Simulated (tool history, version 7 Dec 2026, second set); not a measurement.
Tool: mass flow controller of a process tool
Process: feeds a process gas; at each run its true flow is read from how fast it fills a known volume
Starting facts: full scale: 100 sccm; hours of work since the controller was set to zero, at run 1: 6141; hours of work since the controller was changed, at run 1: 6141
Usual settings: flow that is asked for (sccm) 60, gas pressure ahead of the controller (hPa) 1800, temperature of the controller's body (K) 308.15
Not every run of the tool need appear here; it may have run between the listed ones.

run	day	flow that is asked for (sccm)	gas pressure ahead of the controller (hPa)	temperature of the controller's body (K)	hours of work since the controller was set to zero	hours of work since the controller was changed	true flow (%)
1	0	60	1800	308.15	6141	6141	100.35
2	12.975	60	1800	308.15	6294	6294	100.41
# day 21.912: controller's zero set anew
3	29.704	60	1800	308.15	92	6491	99.94
4	46.554	60	1800	308.15	291	6690	100.21
5	62.854	60	1800	301.15	484	6883	101.02
6	80.212	60	1800	301.15	689	7088	101.02
7	93.879	60	1800	301.15	850	7249	101.08
8	102.446	60	1800	308.15	951	7350	100.47
9	117.396	60	1800	311.15	1128	7527	100.09
10	126.167	71	1800	311.15	1231	7630	100.19
11	141.817	71	1800	311.15	1416	7815	100.43
12	154.375	71	1800	311.15	1565	7964	100.44
13	167.758	71	1800	311.15	1723	8122	100.44
14	182.083	60	1800	308.15	1892	8291	100.74
15	195.946	60	1800	308.15	2056	8455	100.78
16	214.6	60	1800	308.15	2276	8675	100.73
17	232.083	60	1800	308.15	2482	8881	101
# day 238.158: controller exchanged for a calibrated one
18	250.438	60	1800	308.15	145	145	98.32
19	263.529	60	1800	308.15	300	300	98.34
20	272.883	60	1800	308.15	410	410	98.31
21	290.817	60	1800	300.15	622	622	99.35
22	303.879	60	1800	300.15	776	776	99.46
23	315.742	60	1800	300.15	916	916	99.5
24	327.967	18	1650	298.15	1061	1061	99.28
25	337.329	77	1650	311.15	1171	1171	98.52
26	347.496	27	1530	302.15	1291	1291	98.88
27	357.996	86	2020	308.15	1415	1415	99.12
28	369.571	60	1820	308.15	1552	1552	98.79
29	382.75	66	2170	308.15	1708	1708	98.99
30	399.796	66	2170	308.15	1909	1909	98.99
31	413.867	10	2170	293.15	2075	2075	101.03
32	430.696	15	2480	293.15	2274	2274	100.76
33	442.183	64	2480	293.15	2410	2410	100.97
34	456.3	25	2090	308.15	2577	2577	98.89
35	469.438	25	2090	308.15	2732	2732	99
36	478.854	25	2090	308.15	2843	2843	99.05
37	496.975	24	1410	306.15	3057	3057	99.16
38	506.333	24	1410	306.15	3167	3167	99.12
39	516.442	60	2280	304.15	3287	3287	100
40	528.525	11	2150	304.15	3430	3430	100.66
41	543.408	11	1510	308.15	3605	3605	100.12
42	558.25	38	1800	310.15	3781	3781	99.14
43	566.579	19	2690	309.15	3879	3879	99.72
44	576.117	19	2690	309.15	3992	3992	99.72
45	586.308	19	2690	309.15	4112	4112	99.9

Each row is a separate what-if for the run after 45, all from the same tool condition, not one after another. Results?
A	599.733	60	2510	308.15	4271	4271	?
B	599.733	11	2690	294.15	4271	4271	?
C	599.733	19	1780	309.15	4271	4271	?
D	599.733	60	1510	308.15	4271	4271	?
E	599.733	19	2690	301.15	4271	4271	?

run	true flow (%)
A	99.92
B	102.56
C	99.73
D	99.68
E	100.9
The same runs, with their run-to-run variation unchanged, on a tool lacking any hidden condition would have given:
run	true flow (%)
A	98.31
B	99.12
C	97.24
D	98.07
E	98.41
